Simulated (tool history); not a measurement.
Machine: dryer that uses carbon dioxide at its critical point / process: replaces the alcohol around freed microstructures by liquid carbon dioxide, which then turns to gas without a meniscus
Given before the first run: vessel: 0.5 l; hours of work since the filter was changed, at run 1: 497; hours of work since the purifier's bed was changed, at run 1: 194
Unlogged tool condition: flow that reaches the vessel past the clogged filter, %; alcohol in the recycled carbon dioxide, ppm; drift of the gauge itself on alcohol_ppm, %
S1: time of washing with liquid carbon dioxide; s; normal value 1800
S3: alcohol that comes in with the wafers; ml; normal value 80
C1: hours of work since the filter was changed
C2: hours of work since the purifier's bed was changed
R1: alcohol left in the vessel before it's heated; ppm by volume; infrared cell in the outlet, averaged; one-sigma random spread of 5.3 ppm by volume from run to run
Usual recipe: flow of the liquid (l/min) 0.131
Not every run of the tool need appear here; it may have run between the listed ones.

{"run": 1, "hour": 0.0, "S1": 1800, "flow of the liquid (l/min)": 0.131, "S3": 80, "C1": 497, "C2": 194, "R1": 209}
{"run": 2, "hour": 19.4, "S1": 2640, "flow of the liquid (l/min)": 0.131, "S3": 80, "C1": 510, "C2": 207, "R1": 31}
{"run": 3, "hour": 29.9, "S1": 2640, "flow of the liquid (l/min)": 0.131, "S3": 80, "C1": 517, "C2": 214, "R1": 35}
{"run": 4, "hour": 44.4, "S1": 2640, "flow of the liquid (l/min)": 0.131, "S3": 80, "C1": 526, "C2": 224, "R1": 24}
{"run": 5, "hour": 58.2, "S1": 2640, "flow of the liquid (l/min)": 0.131, "S3": 80, "C1": 536, "C2": 233, "R1": 27}
{"run": 6, "hour": 67.1, "S1": 2640, "flow of the liquid (l/min)": 0.131, "S3": 80, "C1": 542, "C2": 239, "R1": 28}
{"run": 7, "hour": 84.8, "S1": 2640, "flow of the liquid (l/min)": 0.131, "S3": 80, "C1": 553, "C2": 251, "R1": 33}
{"hour": 100.1, "done": "inlet filter changed"}
{"run": 8, "hour": 106.1, "S1": 2640, "flow of the liquid (l/min)": 0.131, "S3": 80, "C1": 4, "C2": 265, "R1": 27}
{"run": 9, "hour": 115.0, "S1": 2640, "flow of the liquid (l/min)": 0.131, "S3": 80, "C1": 10, "C2": 270, "R1": 23}
{"run": 10, "hour": 124.3, "S1": 2640, "flow of the liquid (l/min)": 0.131, "S3": 80, "C1": 16, "C2": 277, "R1": 21}
{"run": 11, "hour": 145.0, "S1": 1800, "flow of the liquid (l/min)": 0.131, "S3": 80, "C1": 30, "C2": 291, "R1": 140}
{"run": 12, "hour": 164.0, "S1": 1800, "flow of the liquid (l/min)": 0.131, "S3": 80, "C1": 43, "C2": 303, "R1": 135}
{"run": 13, "hour": 179.5, "S1": 1800, "flow of the liquid (l/min)": 0.131, "S3": 80, "C1": 53, "C2": 314, "R1": 144}
{"run": 14, "hour": 190.4, "S1": 2760, "flow of the liquid (l/min)": 0.131, "S3": 80, "C1": 60, "C2": 321, "R1": 29}
{"run": 15, "hour": 210.9, "S1": 2760, "flow of the liquid (l/min)": 0.131, "S3": 80, "C1": 74, "C2": 335, "R1": 31}
{"run": 16, "hour": 220.5, "S1": 2040, "flow of the liquid (l/min)": 0.131, "S3": 80, "C1": 81, "C2": 341, "R1": 74}
{"run": 17, "hour": 232.0, "S1": 2040, "flow of the liquid (l/min)": 0.131, "S3": 80, "C1": 88, "C2": 349, "R1": 66}
{"run": 18, "hour": 244.7, "S1": 2040, "flow of the liquid (l/min)": 0.131, "S3": 80, "C1": 97, "C2": 357, "R1": 74}
{"run": 19, "hour": 261.0, "S1": 2040, "flow of the liquid (l/min)": 0.131, "S3": 80, "C1": 108, "C2": 368, "R1": 76}
{"run": 20, "hour": 269.4, "S1": 1800, "flow of the liquid (l/min)": 0.131, "S3": 56, "C1": 113, "C2": 374, "R1": 135}
{"run": 21, "hour": 280.6, "S1": 1800, "flow of the liquid (l/min)": 0.131, "S3": 56, "C1": 121, "C2": 381, "R1": 127}
{"run": 22, "hour": 300.0, "S1": 1800, "flow of the liquid (l/min)": 0.22, "S3": 64, "C1": 134, "C2": 394, "R1": 30}
{"run": 23, "hour": 310.1, "S1": 2160, "flow of the liquid (l/min)": 0.191, "S3": 80, "C1": 141, "C2": 401, "R1": 33}
{"run": 24, "hour": 328.8, "S1": 2160, "flow of the liquid (l/min)": 0.101, "S3": 89, "C1": 153, "C2": 414, "R1": 296}
{"run": 25, "hour": 339.4, "S1": 2160, "flow of the liquid (l/min)": 0.101, "S3": 89, "C1": 160, "C2": 421, "R1": 282}
{"run": 26, "hour": 350.4, "S1": 1320, "flow of the liquid (l/min)": 0.097, "S3": 117, "C1": 168, "C2": 428, "R1": 5233}
{"run": 27, "hour": 369.7, "S1": 1800, "flow of the liquid (l/min)": 0.129, "S3": 80, "C1": 181, "C2": 441, "R1": 184}
{"run": 28, "hour": 389.3, "S1": 1800, "flow of the liquid (l/min)": 0.129, "S3": 80, "C1": 194, "C2": 454, "R1": 187}
{"run": 29, "hour": 399.7, "S1": 1800, "flow of the liquid (l/min)": 0.129, "S3": 27, "C1": 201, "C2": 461, "R1": 84}
{"run": 30, "hour": 413.8, "S1": 1800, "flow of the liquid (l/min)": 0.127, "S3": 69, "C1": 210, "C2": 471, "R1": 178}
{"run": 31, "hour": 434.0, "S1": 1680, "flow of the liquid (l/min)": 0.088, "S3": 39, "C1": 224, "C2": 484, "R1": 1036}
{"run": 32, "hour": 447.6, "S1": 1680, "flow of the liquid (l/min)": 0.088, "S3": 39, "C1": 233, "C2": 493, "R1": 1034}
{"run": 33, "hour": 458.4, "S1": 1800, "flow of the liquid (l/min)": 0.131, "S3": 36, "C1": 240, "C2": 500, "R1": 101}
{"run": 34, "hour": 470.6, "S1": 1800, "flow of the liquid (l/min)": 0.131, "S3": 36, "C1": 248, "C2": 509, "R1": 105}
{"run": 35, "hour": 479.6, "S1": 1740, "flow of the liquid (l/min)": 0.169, "S3": 73, "C1": 254, "C2": 515, "R1": 67}
{"run": 36, "hour": 494.1, "S1": 1200, "flow of the liquid (l/min)": 0.131, "S3": 31, "C1": 264, "C2": 524, "R1": 642}
{"run": 37, "hour": 509.0, "S1": 1200, "flow of the liquid (l/min)": 0.189, "S3": 31, "C1": 274, "C2": 534, "R1": 101}
{"run": 38, "hour": 518.4, "S1": 1200, "flow of the liquid (l/min)": 0.189, "S3": 31, "C1": 280, "C2": 541, "R1": 118}
{"run": 39, "hour": 533.9, "S1": 2640, "flow of the liquid (l/min)": 0.195, "S3": 59, "C1": 290, "C2": 551, "R1": 42}
{"run": 40, "hour": 551.7, "S1": 1620, "flow of the liquid (l/min)": 0.209, "S3": 80, "C1": 302, "C2": 563, "R1": 52}
{"run": 41, "hour": 564.4, "S1": 1620, "flow of the liquid (l/min)": 0.209, "S3": 80, "C1": 311, "C2": 571, "R1": 40}

What differs in the tool's unlogged condition from the final listed run ahead of each entry between runs to the first listed run following it?
After run 7, before run 8: inlet filter changed (hour 100.1)
  flow that reaches the vessel past the clogged filter, %: 91.6 -> 99.2; alcohol in the recycled carbon dioxide, ppm: 18.4 -> 19.1
  measured value less the no-hidden-state value, R1: +19 -> +14 ppm by volume

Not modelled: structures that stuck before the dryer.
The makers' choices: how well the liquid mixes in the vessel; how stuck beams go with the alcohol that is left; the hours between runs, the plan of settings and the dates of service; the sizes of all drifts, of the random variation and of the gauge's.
